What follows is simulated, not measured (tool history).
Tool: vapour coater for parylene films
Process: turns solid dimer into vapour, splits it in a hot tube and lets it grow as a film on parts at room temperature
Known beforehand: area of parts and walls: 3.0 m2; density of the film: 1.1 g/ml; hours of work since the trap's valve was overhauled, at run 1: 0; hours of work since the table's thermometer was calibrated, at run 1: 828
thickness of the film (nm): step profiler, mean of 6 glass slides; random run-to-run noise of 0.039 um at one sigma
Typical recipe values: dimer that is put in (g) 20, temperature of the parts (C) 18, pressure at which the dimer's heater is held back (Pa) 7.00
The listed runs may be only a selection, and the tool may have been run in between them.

| run | day | dimer that is put in (g) | temperature of the parts (C) | pressure at which the dimer's heater is held back (Pa) | hours of work since the trap's valve was overhauled | hours of work since the table's thermometer was calibrated | thickness of the film (nm) |
|---|---|---|---|---|---|---|---|
| 1 | 0.000 | 20 | 18 | 7.00 | 0 | 828 | 4110 |
| 2 | 1.838 | 20 | 18 | 7.00 | 22 | 851 | 4060 |
| 3 | 2.862 | 20 | 19 | 7.00 | 35 | 863 | 3860 |
| 4 | 4.396 | 20 | 18 | 7.00 | 53 | 881 | 3930 |
| 5 | 5.679 | 20 | 18 | 7.00 | 69 | 897 | 3900 |
| 6 | 7.958 | 20 | 18 | 7.00 | 96 | 924 | 3800 |
| 7 | 9.379 | 20 | 16 | 7.00 | 113 | 942 | 3990 |
| 8 | 11.142 | 20 | 16 | 7.00 | 134 | 963 | 3980 |
| 9 | 12.879 | 20 | 16 | 7.00 | 155 | 984 | 3890 |
| 10 | 14.871 | 21 | 18 | 7.00 | 180 | 1008 | 3750 |
| 11 | 16.933 | 20 | 18 | 7.00 | 204 | 1033 | 3480 |
|  | 18.896 | trap's valve overhauled |
| 12 | 19.292 | 20 | 18 | 7.00 | 5 | 1059 | 4010 |
| 13 | 21.588 | 20 | 18 | 7.00 | 32 | 1087 | 4040 |
| 14 | 23.654 | 20 | 18 | 7.00 | 57 | 1112 | 3900 |
| 15 | 25.496 | 20 | 18 | 7.00 | 80 | 1134 | 3870 |
| 16 | 27.492 | 20 | 18 | 7.00 | 104 | 1158 | 3800 |
| 17 | 29.542 | 20 | 18 | 7.00 | 128 | 1183 | 3690 |
| 18 | 31.621 | 20 | 18 | 7.00 | 154 | 1208 | 3650 |
| 19 | 33.708 | 9 | 18 | 7.00 | 179 | 1233 | 1660 |
| 20 | 36.033 | 9 | 18 | 7.00 | 207 | 1261 | 1610 |
| 21 | 37.625 | 18 | 18 | 7.00 | 226 | 1280 | 3160 |
|  | 37.979 | trap's valve overhauled |
| 22 | 39.350 | 15 | 18 | 7.00 | 17 | 1299 | 2980 |
| 23 | 41.333 | 15 | 18 | 7.26 | 40 | 1323 | 2940 |
| 24 | 43.450 | 15 | 18 | 7.26 | 66 | 1349 | 2870 |
| 25 | 45.750 | 15 | 17 | 7.26 | 94 | 1377 | 2880 |
| 26 | 47.871 | 9 | 24 | 8.84 | 119 | 1402 | 1360 |
| 27 | 50.121 | 9 | 12 | 3.46 | 147 | 1429 | 2140 |
| 28 | 52.092 | 9 | 12 | 3.46 | 170 | 1453 | 2090 |
| 29 | 53.121 | 20 | 18 | 2.57 | 183 | 1466 | 3970 |
| 30 | 54.129 | 20 | 24 | 3.39 | 195 | 1478 | 3210 |
| 31 | 56.150 | 22 | 29 | 3.77 | 219 | 1502 | 2960 |
|  | 56.900 | trap's valve overhauled |
| 32 | 58.575 | 22 | 29 | 3.77 | 20 | 1529 | 3450 |
| 33 | 59.629 | 16 | 18 | 7.00 | 33 | 1542 | 3100 |
| 34 | 61.754 | 16 | 20 | 6.18 | 59 | 1568 | 2980 |
| 35 | 63.533 | 16 | 20 | 6.18 | 80 | 1589 | 2970 |
| 36 | 65.188 | 11 | 18 | 6.16 | 100 | 1609 | 2120 |
| 37 | 66.879 | 34 | 10 | 2.84 | 120 | 1630 | 8980 |
| 38 | 68.058 | 25 | 28 | 2.31 | 135 | 1644 | 3910 |
| 39 | 69.646 | 18 | 18 | 7.00 | 154 | 1663 | 3310 |
| 40 | 71.150 | 20 | 17 | 7.00 | 172 | 1681 | 3670 |
| 41 | 73.458 | 20 | 17 | 7.00 | 200 | 1709 | 3580 |
| 42 | 75.192 | 20 | 22 | 8.17 | 221 | 1730 | 2960 |
|  | 75.812 | trap's valve overhauled |
| 43 | 76.904 | 20 | 22 | 8.17 | 13 | 1749 | 3490 |

Alternative continuations, all from the tool just after run 43; predict every row:
| A | 79.029 | 20 | 12 | 3.54 | 39 | 1774 | ? |
| B | 79.029 | 19 | 18 | 2.61 | 39 | 1774 | ? |
| C | 79.029 | 12 | 19 | 3.92 | 39 | 1774 | ? |
| D | 79.029 | 31 | 20 | 2.56 | 39 | 1774 | ? |

| run | thickness of the film (nm) |
|---|---|
| A | 5110 |
| B | 4180 |
| C | 2510 |
| D | 6570 |
Stripped of hidden state, with their random variation kept, the same runs would have yielded:
| run | thickness of the film (nm) |
|---|---|
| A | 5340 |
| B | 4370 |
| C | 2620 |
| D | 6860 |

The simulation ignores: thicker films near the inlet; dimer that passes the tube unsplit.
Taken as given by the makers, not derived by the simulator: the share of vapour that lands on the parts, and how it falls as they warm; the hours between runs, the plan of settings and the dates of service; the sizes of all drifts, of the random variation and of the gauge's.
